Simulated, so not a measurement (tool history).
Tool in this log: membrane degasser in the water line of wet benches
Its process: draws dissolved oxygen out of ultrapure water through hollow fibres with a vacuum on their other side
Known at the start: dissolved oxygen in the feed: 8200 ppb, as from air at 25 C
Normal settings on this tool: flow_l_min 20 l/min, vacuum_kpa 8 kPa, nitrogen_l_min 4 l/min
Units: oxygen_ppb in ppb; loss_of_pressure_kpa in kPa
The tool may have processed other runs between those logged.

run 1 hour=0 | flow_l_min=20 vacuum_kpa=8 nitrogen_l_min=4 | oxygen_ppb=238.9 loss_of_pressure_kpa=31.35
run 2 hour=84.2 | flow_l_min=20 vacuum_kpa=8 nitrogen_l_min=4 | oxygen_ppb=236 loss_of_pressure_kpa=31.99
run 3 hour=179.4 | flow_l_min=20 vacuum_kpa=8 nitrogen_l_min=4 | oxygen_ppb=234 loss_of_pressure_kpa=31.64
run 4 hour=261.3 | flow_l_min=20 vacuum_kpa=8 nitrogen_l_min=4 | oxygen_ppb=237.5 loss_of_pressure_kpa=32.02
run 5 hour=374.3 | flow_l_min=20 vacuum_kpa=8 nitrogen_l_min=4 | oxygen_ppb=239.1 loss_of_pressure_kpa=32.08
run 6 hour=428.8 | flow_l_min=20 vacuum_kpa=8 nitrogen_l_min=4 | oxygen_ppb=234.6 loss_of_pressure_kpa=31.88
run 7 hour=496.7 | flow_l_min=20 vacuum_kpa=8 nitrogen_l_min=4 | oxygen_ppb=240.1 loss_of_pressure_kpa=31.84
run 8 hour=586.1 | flow_l_min=20 vacuum_kpa=8 nitrogen_l_min=4 | oxygen_ppb=237.6 loss_of_pressure_kpa=31.8
run 9 hour=665.6 | flow_l_min=17 vacuum_kpa=8 nitrogen_l_min=4 | oxygen_ppb=197.6 loss_of_pressure_kpa=27.06
run 10 hour=727.2 | flow_l_min=26 vacuum_kpa=8 nitrogen_l_min=4 | oxygen_ppb=327 loss_of_pressure_kpa=41.71
run 11 hour=802.2 | flow_l_min=17 vacuum_kpa=8 nitrogen_l_min=4 | oxygen_ppb=196.8 loss_of_pressure_kpa=27.26
run 12 hour=907.1 | flow_l_min=17 vacuum_kpa=8 nitrogen_l_min=6.14 | oxygen_ppb=181.1 loss_of_pressure_kpa=27.14
run 13 hour=965.9 | flow_l_min=17 vacuum_kpa=7.41 nitrogen_l_min=6.14 | oxygen_ppb=176.9 loss_of_pressure_kpa=27.14
run 14 hour=1049.9 | flow_l_min=20 vacuum_kpa=8 nitrogen_l_min=4 | oxygen_ppb=247.8 loss_of_pressure_kpa=31.97
run 15 hour=1112.2 | flow_l_min=20 vacuum_kpa=8 nitrogen_l_min=4 | oxygen_ppb=242.3 loss_of_pressure_kpa=32.11
run 16 hour=1194.7 | flow_l_min=12 vacuum_kpa=8 nitrogen_l_min=4 | oxygen_ppb=123.6 loss_of_pressure_kpa=18.88
run 17 hour=1299 | flow_l_min=12 vacuum_kpa=8 nitrogen_l_min=4.3 | oxygen_ppb=123.2 loss_of_pressure_kpa=19.38
run 18 hour=1353.9 | flow_l_min=22 vacuum_kpa=5.42 nitrogen_l_min=4.24 | oxygen_ppb=246.1 loss_of_pressure_kpa=35

For run 19, what comes out?
run 19 hour=1475.6 | flow_l_min=22 vacuum_kpa=5.42 nitrogen_l_min=4.24 | oxygen_ppb=? loss_of_pressure_kpa=?

oxygen_ppb: 241 ppb
loss_of_pressure_kpa: 35.5 kPa
With no hidden state in the tool, this same run would have given oxygen_ppb 224.9 ppb, loss_of_pressure_kpa 34.89 kPa.

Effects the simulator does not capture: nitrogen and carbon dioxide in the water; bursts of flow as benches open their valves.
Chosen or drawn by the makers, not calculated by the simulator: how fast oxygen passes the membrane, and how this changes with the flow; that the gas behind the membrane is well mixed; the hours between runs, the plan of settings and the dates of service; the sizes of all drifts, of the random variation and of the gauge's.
